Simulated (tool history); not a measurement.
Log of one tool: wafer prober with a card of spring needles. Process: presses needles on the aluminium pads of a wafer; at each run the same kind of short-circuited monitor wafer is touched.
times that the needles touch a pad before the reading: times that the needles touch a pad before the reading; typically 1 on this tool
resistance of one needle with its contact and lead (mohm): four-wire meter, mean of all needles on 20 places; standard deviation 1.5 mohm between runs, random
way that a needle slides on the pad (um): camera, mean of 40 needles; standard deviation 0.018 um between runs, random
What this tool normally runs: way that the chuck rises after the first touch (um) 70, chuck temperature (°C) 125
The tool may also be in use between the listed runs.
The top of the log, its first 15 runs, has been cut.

run	hour	way that the chuck rises after the first touch (um)	chuck temperature (°C)	times that the needles touch a pad before the reading	resistance of one needle with its contact and lead (mohm)	way that a needle slides on the pad (um)
16	124.5	70	27	1	132	11.12
# hour 129.3: tips cleaned on abrasive film
17	131.0	70	27	1	128	11.11
18	139.0	70	27	1	131	11.14
19	143.8	70	27	1	129	11.11
# hour 146.2: tips cleaned on abrasive film
20	154.1	70	27	1	132	11.14
21	161.4	70	27	1	129	11.11
# hour 163.1: tips cleaned on abrasive film
22	170.3	70	27	1	129	11.15
23	178.2	70	27	1	128	11.14
# hour 180.3: tips cleaned on abrasive film
24	188.9	82	27	1	130	13.08
# hour 197.7: tips cleaned on abrasive film
25	199.6	82	27	1	127	13.04
26	204.6	65	49	2	137	10.34
27	210.8	65	49	2	134	10.33
# hour 214.8: tips cleaned on abrasive film
28	215.9	68	28	1	132	10.82
29	222.7	70	26	1	131	11.10
30	228.2	71	57	1	132	11.32
# hour 231.9: tips cleaned on abrasive film
31	238.8	58	39	1	135	9.21
32	245.5	78	51	1	130	12.40
# hour 249.3: tips cleaned on abrasive film
33	254.1	78	51	1	131	12.42

Predict each of these 5 candidate next runs independently; none follows another, all start after run 33:
A	260.4	78	51	3	?	?
B	260.4	70	125	1	?	?
C	260.4	70	125	1	?	?
D	260.4	70	67	2	?	?
E	260.4	82	120	3	?	?

run	resistance of one needle with its contact and lead (mohm)	way that a needle slides on the pad (um)
A	134	12.40
B	147	11.13
C	149	11.13
D	136	11.16
E	142	13.04
Without the tool's hidden state the same runs would have given:
run	resistance of one needle with its contact and lead (mohm)	way that a needle slides on the pad (um)
A	134	12.40
B	146	11.13
C	149	11.13
D	136	11.16
E	142	13.04
